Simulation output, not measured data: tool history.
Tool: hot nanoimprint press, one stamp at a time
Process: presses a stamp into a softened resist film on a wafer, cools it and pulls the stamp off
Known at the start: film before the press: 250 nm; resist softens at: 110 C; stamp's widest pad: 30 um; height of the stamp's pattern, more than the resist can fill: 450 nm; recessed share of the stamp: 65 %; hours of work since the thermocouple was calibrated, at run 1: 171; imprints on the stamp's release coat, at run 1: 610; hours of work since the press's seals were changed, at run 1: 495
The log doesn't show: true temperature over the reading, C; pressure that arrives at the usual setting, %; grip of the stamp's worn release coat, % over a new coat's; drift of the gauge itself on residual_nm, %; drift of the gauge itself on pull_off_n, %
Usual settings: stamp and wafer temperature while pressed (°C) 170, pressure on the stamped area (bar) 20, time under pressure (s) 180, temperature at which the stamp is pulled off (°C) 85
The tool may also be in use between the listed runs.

run,hour,stamp and wafer temperature while pressed (°C),pressure on the stamped area (bar),time under pressure (s),temperature at which the stamp is pulled off (°C),hours of work since the thermocouple was calibrated,imprints on the stamp's release coat,hours of work since the press's seals were changed,resist left under the stamp's widest pad (nm),greatest force while the stamp is pulled off (N)
1,0,170,20,180,85,171,610,495,118.9,238
2,36.2,170,20,180,71,192,687,517,119,286
3,59.4,170,20,180,71,206,736,530,119.3,294
4,76.4,170,20,180,71,216,772,540,119.8,292
5,115.1,170,20,180,71,239,854,563,119.9,293
6,152,170,20,180,71,261,932,585,119.9,287
7,181.8,170,24.5,180,71,278,995,603,107.1,293
8,203.9,170,20,180,85,291,1042,616,119.9,249
9,227.2,179,20,180,85,305,1091,629,80.2,256
10,251.7,164,20,180,85,319,1143,644,157.2,255
11,289.5,164,20,180,85,342,1223,666,157.3,259
12,320.4,164,20,180,85,360,1288,685,157.9,260
13,339.1,170,20,165,85,371,1327,696,123.9,259
14,359.6,170,20,110,85,383,1371,708,140.9,259
15,392.5,170,20,180,85,403,1440,727,121.4,268
16,412,167,20,180,85,414,1481,739,139.2,261
# hour 442.4: press's hydraulic seals changed and the load cell set to zero
17,452.6,182,21.4,105,91,434,1550,6,81.6,240
18,486.3,182,21.4,105,91,453,1622,26,81.8,245
19,526.2,162,20,180,85,477,1706,50,171,264
20,559.8,162,20,180,85,497,1777,69,172.4,268
21,595.6,178,24.6,198,84,518,1853,91,71.2,279
# hour 618.7: plate thermocouple calibrated
# hour 630.8: stamp cleaned and given a new release coat
22,635.7,178,24.6,198,84,6,10,109,67.8,229
23,665.6,178,17.5,198,90,24,74,127,84,212
24,698.3,178,17.5,198,90,44,143,146,83.7,214
25,722,170,12.5,180,71,58,193,160,147.2,274
26,743.9,170,12.5,180,71,70,239,173,147.9,275
27,775.8,177,20,95,85,89,307,192,105.6,233
28,802.5,177,20,95,85,105,363,208,106.8,227
29,842.2,181,19.8,261,85,129,447,231,62.1,233
30,876.3,181,19.8,259,85,149,519,251,62.8,237
31,895.5,159,22.9,286,70,160,560,263,160,285

How the hidden state differs across the entries between the runs, from the last listed run before each to the first after it:
Between runs 16 and 17: press's hydraulic seals changed and the load cell set to zero (hour 442.4)
  true temperature over the reading, C: -0.61 -> -0.64; pressure that arrives at the usual setting, %: 97.7 -> 100.39; grip of the stamp's worn release coat, % over a new coat's: 14.9 -> 15.6
  measured less the result without the state, resist left under the stamp's widest pad (nm): +5.4 -> +2; greatest force while the stamp is pulled off (N): +36 -> +35
Between runs 21 and 22: plate thermocouple calibrated (hour 618.7); stamp cleaned and given a new release coat (hour 630.8)
  true temperature over the reading, C: -0.78 -> 0.16; pressure that arrives at the usual setting, %: 100.13 -> 100.07; grip of the stamp's worn release coat, % over a new coat's: 18.7 -> 0.1
  measured less the result without the state, resist left under the stamp's widest pad (nm): +2.5 -> -0.6; greatest force while the stamp is pulled off (N): +46 -> +0
